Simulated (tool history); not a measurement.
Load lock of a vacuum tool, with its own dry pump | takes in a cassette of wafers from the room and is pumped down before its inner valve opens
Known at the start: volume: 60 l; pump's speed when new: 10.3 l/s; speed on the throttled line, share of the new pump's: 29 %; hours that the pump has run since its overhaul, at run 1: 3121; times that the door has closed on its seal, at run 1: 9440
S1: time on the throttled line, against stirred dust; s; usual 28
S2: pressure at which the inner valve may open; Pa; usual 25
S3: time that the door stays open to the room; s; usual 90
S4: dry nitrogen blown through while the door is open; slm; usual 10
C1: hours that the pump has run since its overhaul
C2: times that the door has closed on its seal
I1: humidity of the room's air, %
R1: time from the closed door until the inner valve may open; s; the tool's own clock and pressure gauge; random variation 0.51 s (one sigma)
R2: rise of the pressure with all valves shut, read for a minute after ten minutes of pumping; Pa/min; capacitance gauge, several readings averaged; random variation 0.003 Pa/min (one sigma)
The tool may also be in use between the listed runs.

run,hour,S1,S2,S3,S4,C1,C2,I1,R1,R2
1,0,28,25,90,10,3121,9440,47,70.7,0.094
2,154.3,28,25,90,10,3276,9683,45,70.9,0.1
3,413.6,28,23,90,10,3535,10091,45.9,71.4,0.105
4,598.4,28,23,90,10,3720,10382,43.4,71.2,0.106
5,844.1,28,29,90,10,3965,10769,45.9,70.3,0.107
6,968.8,37,29,90,10,4090,10966,46,76.1,0.109
7,1227.5,37,29,90,10,4349,11373,42,76.1,0.11
8,1488.3,28,25,90,10,4610,11784,41.9,70.4,0.117
9,1612.8,28,25,90,10,4734,11980,47,70.9,0.123
10,1772.7,28,25,90,10,4894,12232,43.6,71.4,0.126
11,2038.5,28,25,90,10,5160,12650,43.5,71.5,0.132
12,2199,27,25,90,10,5320,12903,46.7,70.1,0.129
13,2386.5,27,25,90,10,5508,13198,44.8,70.4,0.14
14,2541.8,27,25,90,10,5663,13443,46.3,70.9,0.147
15,2704.1,27,25,90,10,5825,13698,41.2,70.6,0.14
16,2904.4,27,25,90,10,6026,14014,46.5,71.2,0.148
17,3113.2,27,25,90,10,6234,14343,41.7,72.4,0.145
18,3245.5,28,25,47,5,6367,14551,45.2,72.1,0.142
19,3485,51,26,67,6,6606,14928,44.8,87.2,0.158
20,3720.5,16,25,194,6,6842,15299,48,64.2,0.178
21,3941.5,28,38,90,5,7063,15647,45.3,69.4,0.173
22,4123.3,28,25,66,7,7245,15933,46.8,72.7,0.165
23,4344.1,49,25,90,18,7465,16281,48.9,87.8,0.172
24,4523.5,28,25,102,10,7645,16563,43.9,73.1,0.175
25,4808.9,28,25,102,10,7930,17013,46.9,73.2,0.187
26,5038,28,25,102,10,8159,17374,46.1,72.4,0.19
27,5279,28,50,90,29,8400,17753,42.9,68.6,0.186
28,5408.1,28,50,90,9,8529,17957,46.6,68.6,0.206
29,5614.2,28,25,150,10,8736,18281,46.2,73.6,0.207
30,5804,28,25,90,10,8925,18580,47.2,74.2,0.199
31,6010.5,28,25,132,5,9132,18905,43,73,0.211

Forecast run 32:
32,6186.8,28,39,237,10,9308,19183,45.8,?,?

Run 32 gave R1 71.3 s, R2 0.227 Pa/min.
Without the tool's hidden state the same run would have given R1 66 s, R2 0.04 Pa/min.

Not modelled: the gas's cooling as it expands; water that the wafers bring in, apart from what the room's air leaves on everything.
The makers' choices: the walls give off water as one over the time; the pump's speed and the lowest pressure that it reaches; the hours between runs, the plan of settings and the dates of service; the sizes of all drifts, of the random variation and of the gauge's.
